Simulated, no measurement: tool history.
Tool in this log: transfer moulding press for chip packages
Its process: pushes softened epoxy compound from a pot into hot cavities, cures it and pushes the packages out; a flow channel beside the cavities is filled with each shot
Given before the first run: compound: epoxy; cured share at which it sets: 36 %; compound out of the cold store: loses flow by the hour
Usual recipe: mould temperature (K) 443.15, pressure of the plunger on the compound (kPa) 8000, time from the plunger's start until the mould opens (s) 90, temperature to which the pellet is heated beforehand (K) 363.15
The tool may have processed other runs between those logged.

run	hour	mould temperature (K)	pressure of the plunger on the compound (kPa)	time from the plunger's start until the mould opens (s)	temperature to which the pellet is heated beforehand (K)	incoming compound's hours out of the cold store	length that the compound runs in the flow channel (mm)	greatest force on the pins that push the packages out (N)
1	0.0	443.15	8000	90	363.15	20.2	807	753
2	13.9	443.15	8000	90	363.15	23.3	794	788
# hour 27.6: cavities cleaned with cleaning compound and waxed
3	33.6	443.15	8000	90	363.15	24.2	784	509
4	52.9	443.15	8000	90	363.15	23.4	786	650
5	76.0	443.15	8000	90	363.15	28.7	758	714
6	106.2	443.15	8000	90	363.15	46.9	674	789
# hour 110.1: cavities cleaned with cleaning compound and waxed
7	130.6	443.15	8000	90	363.15	43.2	692	617
8	157.8	443.15	8000	90	363.15	45.2	676	723
9	179.6	443.15	8000	90	363.15	45.1	672	783
# hour 193.2: cavities cleaned with cleaning compound and waxed
10	208.4	443.15	8000	90	363.15	42.1	677	539
11	233.4	443.15	8000	90	363.15	25.6	733	729
12	262.1	443.15	6210	90	363.15	26.6	644	769
# hour 268.3: plunger's sealing rings changed
# hour 277.8: cavities cleaned with cleaning compound and waxed
13	292.9	443.15	6210	90	363.15	19.6	725	556
14	323.0	443.15	6210	90	363.15	18.2	717	715
15	343.9	443.15	9720	92	371.15	44.7	771	728
# hour 360.7: cavities cleaned with cleaning compound and waxed
16	361.5	443.15	8000	85	363.15	11.9	842	490
# hour 369.0: mould's thermocouples calibrated
17	377.2	443.15	8000	85	363.15	35.1	740	581
18	400.0	443.15	8000	117	365.15	37.0	729	611
19	419.4	443.15	9250	90	367.15	14.4	879	764
20	436.3	443.15	9250	90	367.15	32.1	797	802
# hour 444.7: cavities cleaned with cleaning compound and waxed
21	455.7	436.15	8000	82	363.15	19.2	804	946
22	476.3	436.15	8000	82	357.15	21.4	794	1202
23	493.1	447.15	8170	76	370.15	9.3	818	804
24	508.8	447.15	8170	76	370.15	9.1	815	863
# hour 527.1: cavities cleaned with cleaning compound and waxed
25	532.9	447.15	8850	106	370.15	40.2	711	432
26	557.6	447.15	8850	127	370.15	22.8	782	599
27	572.0	448.15	9710	83	362.15	28.9	787	691
28	585.0	443.15	7120	79	355.15	31.8	665	898

4 options for the next run, each taken on its own from the tool as it stands now. Forecast them:
# hour 595.5: plunger's sealing rings changed
A	601.7	443.15	7180	90	363.15	21.0	?	?
# hour 595.5: plunger's sealing rings changed
B	601.7	440.15	8650	92	355.15	41.2	?	?
# hour 595.5: plunger's sealing rings changed
C	601.7	438.15	7120	79	355.15	9.9	?	?
# hour 595.5: plunger's sealing rings changed
D	601.7	436.15	7890	103	363.15	20.9	?	?

run	length that the compound runs in the flow channel (mm)	greatest force on the pins that push the packages out (N)
A	770	820
B	770	856
C	828	1460
D	818	920
What these runs would have given with no unlogged condition in the tool:
run	length that the compound runs in the flow channel (mm)	greatest force on the pins that push the packages out (N)
A	775	450
B	776	470
C	834	812
D	824	508
